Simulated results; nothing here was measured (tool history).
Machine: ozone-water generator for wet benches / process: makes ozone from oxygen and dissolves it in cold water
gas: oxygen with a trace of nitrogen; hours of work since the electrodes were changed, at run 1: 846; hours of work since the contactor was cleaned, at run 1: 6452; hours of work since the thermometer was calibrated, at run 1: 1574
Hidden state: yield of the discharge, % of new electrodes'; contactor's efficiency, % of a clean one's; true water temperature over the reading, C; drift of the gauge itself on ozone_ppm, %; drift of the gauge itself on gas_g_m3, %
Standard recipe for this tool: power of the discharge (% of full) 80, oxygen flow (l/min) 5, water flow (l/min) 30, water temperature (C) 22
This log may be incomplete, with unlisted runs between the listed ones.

run     day  power of the discharge (% of full)  oxygen flow (l/min)  water flow (l/min)  water temperature (C)  hours of work since the electrodes were changed  hours of work since the contactor was cleaned  hours of work since the thermometer was calibrated  dissolved ozone (ppm)  ozone in the gas ahead of the water (g/m3)
  1       0                                  80                    5                  30                     22                                              846                                           6452                                                1574                   16.8                                       195.3
  2   0.796                                  80                    5                  30                     26                                              860                                           6466                                                1587                     16                                       195.4
  3     2.3                                  80                    5                  30                     26                                              885                                           6491                                                1613                   15.8                                         196
  4   3.054                                  80                    5                  30                     26                                              898                                           6504                                                1626                   15.8                                         194
  5   3.929                                  80                    5                  30                     26                                              913                                           6519                                                1641                   15.6                                       195.6
  6   4.725                                  80                  8.6                  30                     26                                              926                                           6532                                                1654                   14.5                                       135.9
  7     5.7                                  80                  8.6                  30                     26                                              943                                           6549                                                1671                   14.6                                       134.8
  8   7.179                                  80                    5                  30                     19                                              968                                           6574                                                1696                   17.2                                       196.1
  9   8.729                                  80                    5                  37                     22                                              994                                           6600                                                1722                     14                                       194.4
 10   9.908                                  80                 2.72                  30                     22                                             1014                                           6620                                                1742                   16.5                                       290.6
 11    10.8                                  80                    5                  30                     14                                             1029                                           6635                                                1757                   17.8                                         195
 12  12.312                                  80                    5                  30                     22                                             1055                                           6661                                                1783                   16.4                                       194.1
 13  13.158                                  80                    5                  30                     22                                             1069                                           6675                                                1797                   16.5                                       193.4
 14   14.65                                  80                 8.98                  30                     22                                             1095                                           6701                                                1823                   15.5                                       132.2
 15  16.058                                  80                 2.53                  30                     22                                             1118                                           6725                                                1846                   16.2                                         306
 16  17.504                                  80                    5                  41                     22                                             1143                                           6749                                                1871                   12.4                                       195.7
 17  18.725                                  80                    5                  41                     22                                             1164                                           6770                                                1892                   12.7                                         195
 18  20.392                                  80                 3.28                  35                     22                                             1192                                           6798                                                1920                   14.4                                       257.5
 19  21.371                                  80                 3.28                  35                     22                                             1209                                           6815                                                1937                   14.3                                       256.7
 20  22.646                                  80                 3.28                  35                     22                                             1230                                           6836                                                1958                   14.3                                       256.6
 21  24.267                                  64                    5                  30                     14                                             1258                                           6864                                                1986                   15.3                                       160.8
 22    25.4                                  80                 5.01                  30                     14                                             1277                                           6883                                                2005                   17.9                                       193.4
 23  26.938                                  78                 7.96                  39                     18                                             1303                                           6909                                                2031                   13.3                                       140.5
 24  27.971                                  80                 4.26                  39                     18                                             1320                                           6927                                                2048                   13.5                                       216.3
 25  29.283                                  88                    5                  38                     22                                             1343                                           6949                                                2071                   14.5                                       210.3
 26  30.017                                  80                 2.93                  27                     21                                             1355                                           6961                                                2083                   18.3                                       278.5
 27  31.242                                  80                 2.93                  27                     21                                             1376                                           6982                                                2104                     18                                       276.5
 28  32.992                                  80                    5                  24                     16                                             1406                                           7012                                                2134                   21.6                                       196.4
 29  34.183                                  80                 8.78                  30                     27                                             1426                                           7032                                                2154                   14.3                                       134.6
 30  35.367                                  80                 5.91                  30                     16                                             1446                                           7052                                                2174                   17.9                                       173.7
 31  37.021                                  80                 8.43                  22                     16                                             1474                                           7080                                                2202                   21.6                                       138.7
 32  38.062                                  67                 2.78                  43                     16                                             1492                                           7098                                                2220                   10.1                                       245.6
 33  39.412                                  67                 4.89                  43                     16                                             1515                                           7121                                                2243                   10.8                                         169
 34  40.179                                  97                 3.86                  19                     16                                             1528                                           7134                                                2256                   31.2                                       272.6

What if the next run were any one of these 3? Each begins from the tool's condition after run 34:
  A  41.179                                  44                 3.86                  22                     29                                             1545                                           7151                                                2273                      ?                                           ?
  B  41.179                                  80                 6.14                  20                     25                                             1545                                           7151                                                2273                      ?                                           ?
  C  41.179                                  97                 3.86                  24                     16                                             1545                                           7151                                                2273                      ?                                           ?

run  dissolved ozone (ppm)  ozone in the gas ahead of the water (g/m3)
  A                   11.9                                       138.2
  B                   21.2                                         170
  C                   25.8                                         274
Without the tool's hidden state the same runs would have given:
run  dissolved ozone (ppm)  ozone in the gas ahead of the water (g/m3)
  A                   11.9                                       138.3
  B                   21.2                                         170
  C                   25.8                                       274.2

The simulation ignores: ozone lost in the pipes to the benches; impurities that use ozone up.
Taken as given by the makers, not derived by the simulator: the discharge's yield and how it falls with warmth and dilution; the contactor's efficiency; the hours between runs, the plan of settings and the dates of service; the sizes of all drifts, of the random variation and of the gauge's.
